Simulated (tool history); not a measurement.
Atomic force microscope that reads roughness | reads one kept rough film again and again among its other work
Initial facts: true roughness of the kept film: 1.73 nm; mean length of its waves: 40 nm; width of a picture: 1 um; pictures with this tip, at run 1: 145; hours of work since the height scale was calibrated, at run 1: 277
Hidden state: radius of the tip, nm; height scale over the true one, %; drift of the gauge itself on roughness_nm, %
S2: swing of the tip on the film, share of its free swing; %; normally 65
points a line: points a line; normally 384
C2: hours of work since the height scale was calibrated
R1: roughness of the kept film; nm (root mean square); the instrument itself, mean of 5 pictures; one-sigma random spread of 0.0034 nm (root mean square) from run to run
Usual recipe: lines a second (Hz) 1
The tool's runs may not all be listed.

run 1 hour=0 | lines_a_second_(Hz)=1 S2=65 points_a_line=384 | pictures_with_this_tip=145 C2=277 | R1=1.587
run 2 hour=9.9 | lines_a_second_(Hz)=1 S2=65 points_a_line=381 | pictures_with_this_tip=158 C2=282 | R1=1.584
run 3 hour=29.9 | lines_a_second_(Hz)=0.82 S2=65 points_a_line=384 | pictures_with_this_tip=183 C2=292 | R1=1.59
run 4 hour=50.8 | lines_a_second_(Hz)=3.28 S2=65 points_a_line=384 | pictures_with_this_tip=209 C2=303 | R1=1.431
run 5 hour=63.6 | lines_a_second_(Hz)=3.28 S2=65 points_a_line=384 | pictures_with_this_tip=225 C2=309 | R1=1.422
run 6 hour=78.2 | lines_a_second_(Hz)=3.28 S2=65 points_a_line=371 | pictures_with_this_tip=244 C2=317 | R1=1.425
run 7 hour=88 | lines_a_second_(Hz)=3.28 S2=84 points_a_line=371 | pictures_with_this_tip=256 C2=322 | R1=1.148
run 8 hour=106.1 | lines_a_second_(Hz)=3.28 S2=84 points_a_line=371 | pictures_with_this_tip=279 C2=331 | R1=1.143
run 9 hour=124.2 | lines_a_second_(Hz)=1.47 S2=67 points_a_line=371 | pictures_with_this_tip=301 C2=341 | R1=1.524
run 10 hour=140 | lines_a_second_(Hz)=0.62 S2=88 points_a_line=384 | pictures_with_this_tip=321 C2=349 | R1=1.491
run 11 hour=151.3 | lines_a_second_(Hz)=2.47 S2=65 points_a_line=348 | pictures_with_this_tip=336 C2=355 | R1=1.461

5 options for the next run, each taken on its own from the tool as it stands now. Forecast them:
-- hour=167.7 new tip fitted
run A hour=169.7 | lines_a_second_(Hz)=0.85 S2=65 points_a_line=827 | pictures_with_this_tip=2 C2=364 | R1=?
-- hour=167.7 new tip fitted
run B hour=169.7 | lines_a_second_(Hz)=2.92 S2=77 points_a_line=548 | pictures_with_this_tip=2 C2=364 | R1=?
-- hour=167.7 new tip fitted
run C hour=169.7 | lines_a_second_(Hz)=2.47 S2=58 points_a_line=348 | pictures_with_this_tip=2 C2=364 | R1=?
-- hour=167.7 new tip fitted
run D hour=169.7 | lines_a_second_(Hz)=1.25 S2=65 points_a_line=348 | pictures_with_this_tip=2 C2=364 | R1=?
-- hour=167.7 new tip fitted
run E hour=169.7 | lines_a_second_(Hz)=2.43 S2=61 points_a_line=933 | pictures_with_this_tip=2 C2=364 | R1=?

run=A R1=1.607
run=B R1=1.318
run=C R1=1.557
run=D R1=1.575
run=E R1=1.536
Without the tool's unlogged condition, the same runs would have read:
run=A R1=1.621
run=B R1=1.329
run=C R1=1.57
run=D R1=1.588
run=E R1=1.549
